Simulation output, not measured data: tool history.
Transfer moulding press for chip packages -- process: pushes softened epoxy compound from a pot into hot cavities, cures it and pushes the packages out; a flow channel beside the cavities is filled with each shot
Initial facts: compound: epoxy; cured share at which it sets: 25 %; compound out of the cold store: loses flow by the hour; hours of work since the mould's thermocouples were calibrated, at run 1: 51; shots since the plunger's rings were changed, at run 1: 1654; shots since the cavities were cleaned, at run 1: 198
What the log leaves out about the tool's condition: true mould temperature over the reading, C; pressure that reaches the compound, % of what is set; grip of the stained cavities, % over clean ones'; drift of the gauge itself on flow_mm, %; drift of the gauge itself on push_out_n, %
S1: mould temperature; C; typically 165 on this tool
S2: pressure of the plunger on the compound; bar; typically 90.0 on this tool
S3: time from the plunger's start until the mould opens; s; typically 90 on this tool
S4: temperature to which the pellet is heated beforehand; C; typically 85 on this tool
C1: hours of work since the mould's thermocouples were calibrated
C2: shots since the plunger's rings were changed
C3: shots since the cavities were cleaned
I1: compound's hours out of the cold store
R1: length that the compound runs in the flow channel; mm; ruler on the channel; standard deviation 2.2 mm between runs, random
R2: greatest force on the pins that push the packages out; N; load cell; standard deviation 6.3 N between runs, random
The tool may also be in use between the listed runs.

run,hour,S1,S2,S3,S4,C1,C2,C3,I1,R1,R2
1,0.0,165,90.0,90,85,51,1654,198,32.9,828,298
# hour 25.4: cavities cleaned with cleaning compound and waxed
# hour 66.0: cavities cleaned with cleaning compound and waxed
2,79.6,165,90.0,90,85,104,2619,172,14.2,879,305
# hour 102.6: cavities cleaned with cleaning compound and waxed
# hour 142.3: plunger's sealing rings changed
# hour 143.8: cavities cleaned with cleaning compound and waxed
3,166.3,165,90.0,90,85,160,283,283,14.4,912,326
# hour 182.2: cavities cleaned with cleaning compound and waxed
# hour 201.8: cavities cleaned with cleaning compound and waxed, once more
4,227.5,165,90.0,90,85,201,1017,324,39.9,809,319
# hour 238.8: cavities cleaned with cleaning compound and waxed
# hour 279.8: cavities cleaned with cleaning compound and waxed
5,287.1,165,90.0,90,85,240,1730,93,47.9,773,264
# hour 317.0: cavities cleaned with cleaning compound and waxed
6,331.5,165,90.0,90,77,270,2270,182,30.6,827,284
# hour 356.9: cavities cleaned with cleaning compound and waxed
7,379.2,165,69.2,90,77,302,2851,280,11.6,776,317
# hour 393.2: cavities cleaned with cleaning compound and waxed
# hour 422.1: plunger's sealing rings changed
# hour 433.0: cavities cleaned with cleaning compound and waxed
8,439.2,160,90.0,90,85,339,197,78,27.3,881,386
# hour 473.3: cavities cleaned with cleaning compound and waxed
9,483.3,165,90.0,90,85,369,733,125,10.2,925,310
# hour 492.1: mould's thermocouples calibrated
# hour 513.6: cavities cleaned with cleaning compound and waxed
# hour 552.4: cavities cleaned with cleaning compound and waxed
10,562.7,165,90.0,90,85,47,1670,130,46.7,778,281
# hour 590.7: cavities cleaned with cleaning compound and waxed
# hour 628.1: cavities cleaned with cleaning compound and waxed
11,650.0,165,90.0,90,85,105,2732,275,44.8,772,320
# hour 664.8: cavities cleaned with cleaning compound and waxed
# hour 701.8: plunger's sealing rings changed
# hour 703.3: cavities cleaned with cleaning compound and waxed
12,703.3,165,90.0,90,90,138,0,0,22.2,885,261
# hour 737.9: cavities cleaned with cleaning compound and waxed
13,750.8,165,82.7,75,83,170,580,163,31.4,816,414
# hour 776.1: cavities cleaned with cleaning compound and waxed
# hour 814.6: cavities cleaned with cleaning compound and waxed
14,843.0,165,70.1,121,85,232,1703,357,43.1,700,258
# hour 850.2: cavities cleaned with cleaning compound and waxed
# hour 887.6: cavities cleaned with cleaning compound and waxed
# hour 925.2: cavities cleaned with cleaning compound and waxed
15,933.8,165,70.1,121,85,292,2789,108,40.4,694,221
# hour 964.2: cavities cleaned with cleaning compound and waxed
# hour 983.5: plunger's sealing rings changed
# hour 1006.7: cavities cleaned with cleaning compound and waxed
16,1006.7,165,70.1,121,85,338,273,0,36.6,736,194
# hour 1045.7: cavities cleaned with cleaning compound and waxed
# hour 1065.5: mould's thermocouples calibrated
# hour 1085.3: cavities cleaned with cleaning compound and waxed
17,1095.8,165,101.2,107,85,20,1332,131,28.1,898,233
# hour 1126.6: cavities cleaned with cleaning compound and waxed
18,1143.0,165,101.2,107,85,52,1908,206,34.6,867,246
# hour 1163.1: cavities cleaned with cleaning compound and waxed
# hour 1200.9: cavities cleaned with cleaning compound and waxed
19,1222.6,165,80.6,107,76,105,2872,273,17.6,819,273
# hour 1240.0: cavities cleaned with cleaning compound and waxed
# hour 1264.5: plunger's sealing rings changed
# hour 1280.2: cavities cleaned with cleaning compound and waxed
20,1287.8,165,90.0,115,76,146,274,96,12.9,922,224
# hour 1319.5: cavities cleaned with cleaning compound and waxed
# hour 1354.7: cavities cleaned with cleaning compound and waxed
21,1374.5,167,77.2,99,76,204,1328,250,14.0,830,263
# hour 1392.3: cavities cleaned with cleaning compound and waxed
# hour 1430.6: cavities cleaned with cleaning compound and waxed
22,1430.6,167,77.2,99,76,241,1997,0,39.0,736,211
# hour 1469.5: cavities cleaned with cleaning compound and waxed
23,1474.1,173,90.0,90,85,270,2526,59,24.6,819,199

Same runs, no hidden state in the tool, same run-to-run variation:
run,R1,R2
1,851,238
2,917,255
3,916,255
4,823,235
5,794,234
6,858,238
7,813,244
8,883,342
9,935,265
10,800,238
11,807,248
12,885,255
13,823,348
14,717,191
15,724,191
16,739,189
17,918,200
18,894,198
19,857,206
20,924,193
21,846,205
22,758,205
23,851,184
